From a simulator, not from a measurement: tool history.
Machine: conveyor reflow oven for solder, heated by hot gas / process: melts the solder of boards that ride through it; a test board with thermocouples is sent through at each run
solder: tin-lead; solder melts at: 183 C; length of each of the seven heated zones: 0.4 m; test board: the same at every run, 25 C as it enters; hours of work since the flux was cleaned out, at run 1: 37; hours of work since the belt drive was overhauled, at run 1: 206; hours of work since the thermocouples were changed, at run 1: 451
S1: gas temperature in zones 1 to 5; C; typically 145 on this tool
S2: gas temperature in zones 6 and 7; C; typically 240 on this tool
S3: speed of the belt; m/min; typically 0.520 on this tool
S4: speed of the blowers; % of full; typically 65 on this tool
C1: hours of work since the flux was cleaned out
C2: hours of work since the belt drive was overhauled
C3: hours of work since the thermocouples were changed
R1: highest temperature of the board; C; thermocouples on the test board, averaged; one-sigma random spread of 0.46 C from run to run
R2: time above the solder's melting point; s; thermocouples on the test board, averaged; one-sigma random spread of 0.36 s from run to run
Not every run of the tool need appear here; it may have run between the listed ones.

run   hour   S1   S2     S3  S4   C1   C2    C3     R1     R2
  1    0.0  145  240  0.520  65   37  206   451  224.5   79.1
  2   23.4  145  240  0.520  65   54  223   468  224.1   78.8
  3   60.5  145  240  0.520  65   81  250   495  224.8   78.2
  4   82.2  145  240  0.520  65   96  265   510  223.9   79.2
  5  121.0  145  240  0.520  65  124  293   538  223.2   78.7
  6  151.8  145  240  0.437  65  147  315   561  228.2   97.6
  7  183.4  138  240  0.520  65  169  338   583  222.8   74.6
  8  210.5  138  240  0.520  65  189  358   603  221.7   74.4
  9  241.7  138  240  0.520  65  211  380   625  221.9   75.1
 10  259.7  145  240  0.462  65  224  393   638  226.4   91.3
 11  287.0  145  240  0.520  65  244  413   658  224.1   78.1
     310.8  -- flux residue cleaned out of gas plates and filters
 12  322.1  145  240  0.520  65    8  434   680  223.3   78.8
 13  353.8  145  240  0.520  65   31  457   702  224.5   79.4
 14  392.0  145  240  0.520  65   58  485   730  224.3   78.8
 15  415.9  145  240  0.520  65   76  502   747  222.6   78.4
 16  452.2  145  240  0.520  65  102  528   773  222.7   78.3
 17  484.0  140  251  0.520  65  125  551   796  232.0   81.9
 18  508.4  140  247  0.427  65  142  569   814  234.5  102.2
 19  548.2  140  229  0.582  65  171  597   842  208.8   55.3
 20  586.8  156  250  0.453  56  199  625   870  236.3  104.6
 21  613.7  145  244  0.454  65  218  644   890  228.9   95.3
 22  635.6  145  230  0.520  86  234  660   905  216.3   72.9
 23  660.6  143  252  0.492  62  252  678   923  234.2   89.3
     673.2  -- flux residue cleaned out of gas plates and filters
 24  702.7  134  252  0.520  72   21  705   950  233.6   81.0
 25  741.3  146  240  0.445  69   49  733   978  227.3   96.9
 26  762.1  146  240  0.554  69   64  748   993  222.0   73.3
 27  780.6  144  240  0.520  65   77  761  1006  223.5   78.0
 28  807.4  144  240  0.520  65   97  780  1026  223.3   77.8
 29  834.3  153  236  0.604  87  116  800  1045  219.2   67.7
 30  863.5  145  236  0.520  63  137  821  1066  218.5   75.1

Hidden state at the last listed run before each entry between runs and at the first one after, where it differs:
Run 11 -> run 12: flux residue cleaned out of gas plates and filters (hour 310.8)
  heat that the gas passes to the board, % of a clean oven's: 95.1 -> 99.5; belt's true speed, % of the reading: 99.46 -> 99.44; true gas temperature in zones 6 and 7 over the reading, C: -2.89 -> -2.97
  measured value less the no-hidden-state value, R1: -3.4 -> -2.6 C; R2: -2.1 -> -1.4 s
Run 23 -> run 24: flux residue cleaned out of gas plates and filters (hour 673.2)
  heat that the gas passes to the board, % of a clean oven's: 95.2 -> 98.9; belt's true speed, % of the reading: 99.14 -> 99.11; true gas temperature in zones 6 and 7 over the reading, C: -3.88 -> -3.98
  measured value less the no-hidden-state value, R1: -4.3 -> -3.6 C; R2: -1.7 -> -1.4 s
